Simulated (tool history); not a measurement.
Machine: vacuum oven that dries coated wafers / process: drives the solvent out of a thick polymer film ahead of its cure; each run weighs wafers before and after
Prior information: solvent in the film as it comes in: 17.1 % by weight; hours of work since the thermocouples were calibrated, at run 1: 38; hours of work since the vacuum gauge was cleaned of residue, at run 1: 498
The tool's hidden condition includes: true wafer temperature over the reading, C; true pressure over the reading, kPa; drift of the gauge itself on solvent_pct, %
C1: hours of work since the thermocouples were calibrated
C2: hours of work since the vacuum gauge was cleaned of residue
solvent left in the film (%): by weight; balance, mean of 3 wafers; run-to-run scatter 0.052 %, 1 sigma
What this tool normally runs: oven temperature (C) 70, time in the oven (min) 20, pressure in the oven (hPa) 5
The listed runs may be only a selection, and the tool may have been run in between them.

Run 1, hour 0: usual settings; C1 38; C2 498. Result: solvent left in the film (%) 1.75.
Run 2, hour 17.8: usual settings; C1 48; C2 508. Result: solvent left in the film (%) 1.74.
Run 3, hour 26.6: usual settings; C1 53; C2 513. Result: solvent left in the film (%) 1.68.
Run 4, hour 39.7: usual settings but oven temperature (C) 58; C1 61; C2 520. Result: solvent left in the film (%) 5.86.
Run 5, hour 49.1: usual settings but oven temperature (C) 58; C1 66; C2 526. Result: solvent left in the film (%) 6.06.
Run 6, hour 65.7: usual settings but oven temperature (C) 58; C1 76; C2 535. Result: solvent left in the film (%) 6.06.
Run 7, hour 77.5: usual settings but oven temperature (C) 58; C1 82; C2 542. Result: solvent left in the film (%) 5.97.
Run 8, hour 92.3: usual settings but oven temperature (C) 60; C1 91; C2 551. Result: solvent left in the film (%) 5.15.
Run 9, hour 107.8: usual settings but oven temperature (C) 60; C1 100; C2 560. Result: solvent left in the film (%) 5.2.
At hour 111.2: vacuum gauge cleaned of residue and calibrated.
Run 10, hour 124.6: usual settings; C1 109; C2 8. Result: solvent left in the film (%) 1.88.
Run 11, hour 142.9: usual settings; C1 119; C2 18. Result: solvent left in the film (%) 1.88.
At hour 161: vacuum gauge cleaned of residue and calibrated, once more.
Run 12, hour 164.7: usual settings; C1 131; C2 2. Result: solvent left in the film (%) 1.49.
Run 13, hour 181.1: usual settings; C1 140; C2 12. Result: solvent left in the film (%) 1.52.
Run 14, hour 193.8: usual settings but oven temperature (C) 75; C1 148; C2 19. Result: solvent left in the film (%) 0.81.
Run 15, hour 203.4: usual settings but oven temperature (C) 75; C1 153; C2 24. Result: solvent left in the film (%) 0.8.
Run 16, hour 223.4: usual settings but oven temperature (C) 75, time in the oven (min) 21; C1 165; C2 36. Result: solvent left in the film (%) 0.73.
Run 17, hour 236: usual settings but oven temperature (C) 75, time in the oven (min) 21; C1 172; C2 43. Result: solvent left in the film (%) 0.7.
Run 18, hour 251.7: usual settings but oven temperature (C) 69, time in the oven (min) 27, pressure in the oven (hPa) 3.74; C1 181; C2 52. Result: solvent left in the film (%) 0.92.
Run 19, hour 268.5: usual settings but oven temperature (C) 63, pressure in the oven (hPa) 3.28; C1 191; C2 62. Result: solvent left in the film (%) 3.43.
Run 20, hour 286.2: usual settings but oven temperature (C) 63, pressure in the oven (hPa) 3.28; C1 201; C2 72. Result: solvent left in the film (%) 3.57.
Run 21, hour 297.1: usual settings but oven temperature (C) 63, time in the oven (min) 35, pressure in the oven (hPa) 4.97; C1 207; C2 78. Result: solvent left in the film (%) 1.82.
Run 22, hour 314.7: usual settings but oven temperature (C) 75, time in the oven (min) 35, pressure in the oven (hPa) 4.97; C1 217; C2 89. Result: solvent left in the film (%) 0.51.
Run 23, hour 328.7: usual settings but oven temperature (C) 77, time in the oven (min) 12, pressure in the oven (hPa) 6.69; C1 225; C2 97. Result: solvent left in the film (%) 1.45.
Run 24, hour 346.5: usual settings but oven temperature (C) 77, time in the oven (min) 12, pressure in the oven (hPa) 6.69; C1 236; C2 107. Result: solvent left in the film (%) 1.62.
Run 25, hour 366.9: usual settings but oven temperature (C) 77, time in the oven (min) 12, pressure in the oven (hPa) 6.69; C1 247; C2 119. Result: solvent left in the film (%) 1.55.
Run 26, hour 380.5: usual settings but oven temperature (C) 77, time in the oven (min) 12, pressure in the oven (hPa) 6.69; C1 255; C2 126. Result: solvent left in the film (%) 1.54.
Run 27, hour 389.4: usual settings but oven temperature (C) 60, pressure in the oven (hPa) 6.51; C1 260; C2 132. Result: solvent left in the film (%) 5.3.
Run 28, hour 409.1: usual settings but oven temperature (C) 75, time in the oven (min) 22, pressure in the oven (hPa) 6.51; C1 272; C2 143. Result: solvent left in the film (%) 0.85.
Run 29, hour 428.2: usual settings but oven temperature (C) 73, time in the oven (min) 19, pressure in the oven (hPa) 11.25; C1 283; C2 154. Result: solvent left in the film (%) 1.9.
Run 30, hour 447.6: usual settings but oven temperature (C) 67, time in the oven (min) 12, pressure in the oven (hPa) 9.92; C1 294; C2 165. Result: solvent left in the film (%) 5.1.

Describe how what the log doesn't record of the tool's condition differs between the last listed run preceding each entry between runs and the first listed run following it.
Run 9 -> run 10: vacuum gauge cleaned of residue and calibrated (hour 111.2)
  true wafer temperature over the reading, C: -0.28 -> -0.29; true pressure over the reading, kPa: 0.18 -> 0.257
  measured value less the no-hidden-state value, solvent left in the film (%): +0.4 -> +0.38
Run 11 -> run 12: vacuum gauge cleaned of residue and calibrated, once more (hour 161)
  true wafer temperature over the reading, C: -0.31 -> -0.32; true pressure over the reading, kPa: 0.26 -> -0.013
  measured value less the no-hidden-state value, solvent left in the film (%): +0.38 -> +0.05

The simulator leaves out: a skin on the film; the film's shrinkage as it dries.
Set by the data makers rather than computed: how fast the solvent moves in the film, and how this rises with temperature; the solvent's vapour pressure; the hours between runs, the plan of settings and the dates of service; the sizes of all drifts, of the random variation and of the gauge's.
